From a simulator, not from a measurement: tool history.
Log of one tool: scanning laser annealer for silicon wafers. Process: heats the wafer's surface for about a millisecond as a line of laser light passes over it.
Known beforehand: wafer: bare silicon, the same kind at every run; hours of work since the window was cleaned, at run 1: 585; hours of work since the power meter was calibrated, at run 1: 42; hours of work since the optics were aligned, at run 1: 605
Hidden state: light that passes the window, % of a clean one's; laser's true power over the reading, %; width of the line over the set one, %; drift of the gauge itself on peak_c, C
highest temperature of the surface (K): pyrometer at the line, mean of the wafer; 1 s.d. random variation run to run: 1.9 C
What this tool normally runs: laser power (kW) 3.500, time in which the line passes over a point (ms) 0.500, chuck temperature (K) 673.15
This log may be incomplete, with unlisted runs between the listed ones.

| run | hour | laser power (kW) | time in which the line passes over a point (ms) | chuck temperature (K) | hours of work since the window was cleaned | hours of work since the power meter was calibrated | hours of work since the optics were aligned | highest temperature of the surface (K) |
|---|---|---|---|---|---|---|---|---|
| 1 | 0.0 | 3.500 | 0.500 | 673.15 | 585 | 42 | 605 | 1483.15 |
| 2 | 7.8 | 3.500 | 0.500 | 673.15 | 588 | 45 | 609 | 1479.15 |
| 3 | 15.1 | 3.500 | 0.500 | 673.15 | 592 | 49 | 612 | 1485.15 |
| 4 | 21.6 | 3.500 | 0.500 | 673.15 | 594 | 51 | 615 | 1481.15 |
| 5 | 33.2 | 3.500 | 0.355 | 673.15 | 599 | 56 | 620 | 1341.15 |
| 6 | 40.1 | 3.825 | 0.406 | 644.15 | 602 | 59 | 623 | 1434.15 |
| 7 | 48.5 | 3.765 | 0.528 | 673.15 | 606 | 63 | 626 | 1578.15 |
| 8 | 58.1 | 3.308 | 0.482 | 665.15 | 610 | 67 | 631 | 1410.15 |
| 9 | 67.4 | 3.500 | 0.548 | 673.15 | 614 | 71 | 635 | 1522.15 |
| 10 | 76.9 | 3.500 | 0.548 | 642.15 | 618 | 75 | 639 | 1489.15 |

5 ways to go on from here, each from the tool as it stands after run 10. What would each give?
| A | 82.7 | 3.529 | 0.573 | 673.15 | 621 | 78 | 641 | ? |
| B | 82.7 | 3.192 | 0.548 | 678.15 | 621 | 78 | 641 | ? |
| C | 82.7 | 3.500 | 0.408 | 642.15 | 621 | 78 | 641 | ? |
| D | 82.7 | 3.500 | 0.464 | 646.15 | 621 | 78 | 641 | ? |
| E | 82.7 | 3.421 | 0.504 | 642.15 | 621 | 78 | 641 | ? |

| run | highest temperature of the surface (K) |
|---|---|
| A | 1550.15 |
| B | 1450.15 |
| C | 1363.15 |
| D | 1422.15 |
| E | 1437.15 |
Had the tool no hidden state, the same runs would have come out as:
| run | highest temperature of the surface (K) |
|---|---|
| A | 1551.15 |
| B | 1451.15 |
| C | 1363.15 |
| D | 1423.15 |
| E | 1438.15 |
